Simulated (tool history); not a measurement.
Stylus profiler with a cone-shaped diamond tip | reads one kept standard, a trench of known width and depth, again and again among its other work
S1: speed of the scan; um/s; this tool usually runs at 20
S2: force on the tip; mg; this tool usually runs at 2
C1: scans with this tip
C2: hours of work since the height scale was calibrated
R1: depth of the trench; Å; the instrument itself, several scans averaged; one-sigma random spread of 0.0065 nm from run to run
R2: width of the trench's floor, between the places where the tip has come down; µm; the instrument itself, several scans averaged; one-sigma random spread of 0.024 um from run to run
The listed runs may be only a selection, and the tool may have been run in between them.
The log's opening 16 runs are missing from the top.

run,hour,S1,S2,C1,C2,R1,R2
17,338.5,20,2,4562,916,1010.59,48.27
18,357.2,20,2,4622,928,1010.63,48.26
19,382.4,20,2,4704,945,1010.61,48.27
20,407.8,20,2,4787,961,1010.59,48.29
21,420.6,20,2.36,4829,970,1011.77,48.26
22,438.7,20,2.36,4887,982,1011.73,48.26
23,463.6,7,2,4969,998,1010.66,48.33
24,478.3,7,2,5016,1007,1010.67,48.33
25,491.9,38,1.77,5061,1016,1009.87,48.15
26,510.4,17,0.71,5121,1028,1005.83,48.25
27,526.8,23,5.67,5174,1039,1020.56,48.3
28,542.5,20,4.72,5225,1049,1018.28,48.26
29,554.3,10,3.93,5264,1057,1016.38,48.33
# hour 569.9: height scale calibrated on a step standard
30,580.9,17,1.31,5348,7,1007.85,48.25

Estimate the outcome of run 31 from the log above:
31,606.3,17,1.31,5431,24,?,?

{"run 31": {"R1": 1007.81, "R2": 48.22}}
Were there no unlogged condition in the tool, this run, its random variation unchanged, would have produced R1 1007.42 Å, R2 48.46 µm.
